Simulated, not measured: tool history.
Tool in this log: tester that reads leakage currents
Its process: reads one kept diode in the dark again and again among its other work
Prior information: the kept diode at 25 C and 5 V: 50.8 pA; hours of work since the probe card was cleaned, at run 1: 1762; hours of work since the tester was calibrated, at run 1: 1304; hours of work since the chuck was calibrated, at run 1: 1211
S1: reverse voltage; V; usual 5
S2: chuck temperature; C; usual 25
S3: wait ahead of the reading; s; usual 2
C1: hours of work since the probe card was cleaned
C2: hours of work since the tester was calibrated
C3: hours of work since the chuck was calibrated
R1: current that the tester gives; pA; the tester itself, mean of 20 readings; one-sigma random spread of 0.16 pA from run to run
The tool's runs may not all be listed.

run,day,S1,S2,S3,C1,C2,C3,R1
1,0,5,25,2,1762,1304,1211,56.52
2,1.654,2.19,25,2,1786,1328,1235,40.04
3,3.646,5,36,2,1816,1358,1264,145.32
4,5.867,5,25,2,1848,1390,1297,56.64
5,7.238,5,25,0.62,1868,1410,1317,58.49
6,8.317,5,25,0.62,1884,1426,1333,58.83
7,9.35,5,25,0.62,1900,1442,1349,58.66
8,11.638,4.16,41,0.35,1933,1475,1382,207.02
9,12.621,4.16,41,0.35,1948,1490,1397,206.68
10,14.229,1.08,26,3.15,1971,1513,1420,32.81
11,15.879,5,20,0.36,1996,1538,1445,40.42
12,17.638,5,20,0.36,2022,1564,1471,40.65
13,19.05,10.93,25,4.09,2042,1584,1491,80.61

What if the next run were any one of these 4? Each begins from the tool's condition after run 13:
A,20.708,1.27,51,8.61,2067,1609,1516,?
B,20.708,1.53,36,1.08,2067,1609,1516,?
C,20.708,16.66,28,5,2067,1609,1516,?
D,20.708,3.73,56,6.61,2067,1609,1516,?

run,R1
A,276.22
B,90.16
C,124.89
D,621.6
With the hidden condition removed and each run's random variation left untouched, the same runs would have given:
run,R1
A,254.98
B,82.36
C,109.56
D,574.74
